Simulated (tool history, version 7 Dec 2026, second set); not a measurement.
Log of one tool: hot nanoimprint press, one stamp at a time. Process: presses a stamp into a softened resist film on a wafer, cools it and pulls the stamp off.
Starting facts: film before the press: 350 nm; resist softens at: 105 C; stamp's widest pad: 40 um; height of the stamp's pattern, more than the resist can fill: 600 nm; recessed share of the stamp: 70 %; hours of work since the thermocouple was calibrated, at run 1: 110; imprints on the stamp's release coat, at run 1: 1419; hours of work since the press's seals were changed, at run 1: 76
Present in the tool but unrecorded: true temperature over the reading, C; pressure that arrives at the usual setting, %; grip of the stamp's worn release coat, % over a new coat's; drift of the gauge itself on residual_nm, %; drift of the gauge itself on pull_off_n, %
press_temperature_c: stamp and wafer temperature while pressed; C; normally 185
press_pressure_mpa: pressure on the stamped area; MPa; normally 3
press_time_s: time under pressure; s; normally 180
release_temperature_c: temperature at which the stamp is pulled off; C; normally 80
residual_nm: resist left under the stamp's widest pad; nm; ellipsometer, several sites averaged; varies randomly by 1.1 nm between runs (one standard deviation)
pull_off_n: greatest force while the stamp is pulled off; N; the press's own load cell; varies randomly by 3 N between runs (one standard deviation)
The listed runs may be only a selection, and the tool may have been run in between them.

| run | hour | press_temperature_c | press_pressure_mpa | press_time_s | release_temperature_c | hours of work since the thermocouple was calibrated | imprints on the stamp's release coat | hours of work since the press's seals were changed | residual_nm | pull_off_n |
|---|---|---|---|---|---|---|---|---|---|---|
| 1 | 0 | 185 | 3 | 180 | 80 | 110 | 1419 | 76 | 155.5 | 145 |
| 2 | 14 | 185 | 3 | 180 | 80 | 119 | 1466 | 84 | 153.8 | 144 |
| 3 | 23.5 | 185 | 3 | 180 | 77 | 125 | 1499 | 90 | 155.4 | 152 |
| 4 | 34.6 | 185 | 3 | 180 | 80 | 131 | 1537 | 97 | 154.5 | 142 |
| 5 | 41.4 | 185 | 3.82 | 180 | 80 | 135 | 1560 | 101 | 138.6 | 145 |
| 6 | 53.5 | 185 | 3.82 | 180 | 80 | 143 | 1601 | 108 | 138.2 | 146 |
| 7 | 65.6 | 185 | 3.82 | 180 | 80 | 150 | 1643 | 115 | 139.3 | 139 |
| 8 | 73.7 | 185 | 3.82 | 180 | 80 | 155 | 1670 | 120 | 137.6 | 146 |
| 9 | 87.7 | 196 | 3 | 181 | 80 | 163 | 1718 | 129 | 87 | 141 |
| 10 | 97.7 | 196 | 3 | 181 | 79 | 169 | 1753 | 135 | 87.8 | 144 |
|  | 111.5 | stamp cleaned and given a new release coat |
| 11 | 116.3 | 190 | 3 | 215 | 80 | 177 | 17 | 142 | 111.8 | 142 |
| 12 | 126.6 | 176 | 4.19 | 148 | 72 | 183 | 52 | 148 | 221.3 | 157 |
| 13 | 140.8 | 176 | 4.19 | 294 | 78 | 192 | 100 | 157 | 177.4 | 149 |
| 14 | 152.4 | 190 | 3.19 | 331 | 69 | 199 | 140 | 164 | 87.5 | 173 |

Consider 3 possible next runs. They are alternatives, not a sequence: every one starts from the tool as it was left by run 14. What does each give?
| A | 159.7 | 185 | 2.46 | 213 | 80 | 203 | 165 | 168 | ? | ? |
| B | 159.7 | 190 | 4.04 | 331 | 69 | 203 | 165 | 168 | ? | ? |
| C | 159.7 | 185 | 3 | 180 | 80 | 203 | 165 | 168 | ? | ? |

| run | residual_nm | pull_off_n |
|---|---|---|
| A | 159 | 150 |
| B | 79.3 | 165 |
| C | 153.7 | 141 |
With the hidden condition removed and each run's random variation left untouched, the same runs would have given:
| run | residual_nm | pull_off_n |
|---|---|---|
| A | 159 | 150 |
| B | 79.2 | 164 |
| C | 153.6 | 141 |
